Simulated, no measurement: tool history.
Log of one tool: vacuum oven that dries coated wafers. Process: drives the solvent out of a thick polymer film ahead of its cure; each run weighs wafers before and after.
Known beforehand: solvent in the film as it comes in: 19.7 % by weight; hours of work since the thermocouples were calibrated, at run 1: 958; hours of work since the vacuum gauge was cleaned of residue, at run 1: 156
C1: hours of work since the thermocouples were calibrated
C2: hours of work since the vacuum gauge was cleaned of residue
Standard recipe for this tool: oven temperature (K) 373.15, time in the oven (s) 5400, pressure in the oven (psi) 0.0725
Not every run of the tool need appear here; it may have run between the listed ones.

Run 1, hour 0: usual settings; C1 958; C2 156. Result: solvent left in the film (%) 0.98.
Run 2, hour 7.8: usual settings; C1 962; C2 160. Result: solvent left in the film (%) 0.91.
Run 3, hour 22: usual settings but time in the oven (s) 5640; C1 969; C2 167. Result: solvent left in the film (%) 0.82.
Run 4, hour 34.5: usual settings but pressure in the oven (psi) 0.0596; C1 975; C2 173. Result: solvent left in the film (%) 0.91.
Run 5, hour 42.6: usual settings but pressure in the oven (psi) 0.0596; C1 979; C2 177. Result: solvent left in the film (%) 0.86.
Run 6, hour 52.2: usual settings but oven temperature (K) 388.15; C1 984; C2 182. Result: solvent left in the film (%) 0.32.
Run 7, hour 62.2: usual settings but oven temperature (K) 388.15; C1 989; C2 187. Result: solvent left in the film (%) 0.25.
Run 8, hour 74.8: usual settings; C1 995; C2 193. Result: solvent left in the film (%) 0.95.
Run 9, hour 85.6: usual settings; C1 1001; C2 199. Result: solvent left in the film (%) 0.93.
Run 10, hour 96.5: usual settings; C1 1006; C2 204. Result: solvent left in the film (%) 0.91.
Run 11, hour 104.6: usual settings but time in the oven (s) 2820; C1 1010; C2 208. Result: solvent left in the film (%) 3.2.
Run 12, hour 117.4: usual settings but time in the oven (s) 4980; C1 1017; C2 215. Result: solvent left in the film (%) 1.1.
Run 13, hour 123.8: usual settings but time in the oven (s) 7620; C1 1020; C2 218. Result: solvent left in the film (%) 0.54.
Run 14, hour 130: usual settings; C1 1023; C2 221. Result: solvent left in the film (%) 0.92.
Run 15, hour 137.2: usual settings but time in the oven (s) 9720; C1 1027; C2 225. Result: solvent left in the film (%) 0.52.
Run 16, hour 144.7: usual settings but time in the oven (s) 3540, pressure in the oven (psi) 0.1591; C1 1030; C2 228. Result: solvent left in the film (%) 2.42.
Run 17, hour 150.7: usual settings but oven temperature (K) 369.15, time in the oven (s) 8400, pressure in the oven (psi) 0.056; C1 1033; C2 231. Result: solvent left in the film (%) 0.54.
Run 18, hour 164.5: usual settings but oven temperature (K) 365.15, time in the oven (s) 8400, pressure in the oven (psi) 0.0484; C1 1040; C2 238. Result: solvent left in the film (%) 0.72.
Run 19, hour 178.7: usual settings but oven temperature (K) 365.15, time in the oven (s) 8220, pressure in the oven (psi) 0.0773; C1 1047; C2 245. Result: solvent left in the film (%) 0.99.
Run 20, hour 192.7: usual settings but oven temperature (K) 365.15, time in the oven (s) 8220, pressure in the oven (psi) 0.0773; C1 1054; C2 252. Result: solvent left in the film (%) 0.9.
Run 21, hour 199.1: usual settings but time in the oven (s) 7380, pressure in the oven (psi) 0.0956; C1 1058; C2 256. Result: solvent left in the film (%) 0.58.
Run 22, hour 208.3: usual settings but time in the oven (s) 4740, pressure in the oven (psi) 0.2748; C1 1062; C2 260. Result: solvent left in the film (%) 2.13.
Run 23, hour 222.4: usual settings but time in the oven (s) 4740, pressure in the oven (psi) 0.2748; C1 1069; C2 267. Result: solvent left in the film (%) 1.94.
Run 24, hour 232.7: usual settings but time in the oven (s) 8640, pressure in the oven (psi) 0.1739; C1 1074; C2 272. Result: solvent left in the film (%) 0.9.
Run 25, hour 240.9: usual settings but oven temperature (K) 364.15; C1 1079; C2 276. Result: solvent left in the film (%) 2.07.
Run 26, hour 252.9: usual settings but oven temperature (K) 364.15; C1 1085; C2 282. Result: solvent left in the film (%) 1.9.
Run 27, hour 261.1: usual settings but oven temperature (K) 388.15, time in the oven (s) 9180, pressure in the oven (psi) 0.0422; C1 1089; C2 287. Result: solvent left in the film (%) 0.11.
Run 28, hour 275.1: usual settings but pressure in the oven (psi) 0.2419; C1 1096; C2 294. Result: solvent left in the film (%) 1.69.
Run 29, hour 289: usual settings but pressure in the oven (psi) 0.2419; C1 1103; C2 300. Result: solvent left in the film (%) 1.58.
Run 30, hour 303.2: usual settings but oven temperature (K) 375.15, time in the oven (s) 5580, pressure in the oven (psi) 0.2419; C1 1110; C2 308. Result: solvent left in the film (%) 1.4.

Each row is a separate what-if for the run after 30, all from the same tool condition, not one after another. Results?
Run A, hour 311.2: usual settings but oven temperature (K) 387.15, time in the oven (s) 8640; C1 1114; C2 312. Result: solvent left in the film (%) ?.
Run B, hour 311.2: usual settings but oven temperature (K) 375.15, time in the oven (s) 2820, pressure in the oven (psi) 0.2419; C1 1114; C2 312. Result: solvent left in the film (%) ?.
Run C, hour 311.2: usual settings but oven temperature (K) 387.15, time in the oven (s) 3120; C1 1114; C2 312. Result: solvent left in the film (%) ?.
Run D, hour 311.2: usual settings but oven temperature (K) 371.15, pressure in the oven (psi) 0.2592; C1 1114; C2 312. Result: solvent left in the film (%) ?.
Run E, hour 311.2: usual settings but oven temperature (K) 384.15, time in the oven (s) 8880, pressure in the oven (psi) 0.0648; C1 1114; C2 312. Result: solvent left in the film (%) ?.

run  solvent left in the film (%)
  A                          0.24
  B                          3.34
  C                          0.85
  D                          1.89
  E                          0.31
The same runs, with their run-to-run variation unchanged, on a tool lacking any hidden condition would have given:
run  solvent left in the film (%)
  A                          0.19
  B                          3.55
  C                          0.91
  D                          1.98
  E                          0.26

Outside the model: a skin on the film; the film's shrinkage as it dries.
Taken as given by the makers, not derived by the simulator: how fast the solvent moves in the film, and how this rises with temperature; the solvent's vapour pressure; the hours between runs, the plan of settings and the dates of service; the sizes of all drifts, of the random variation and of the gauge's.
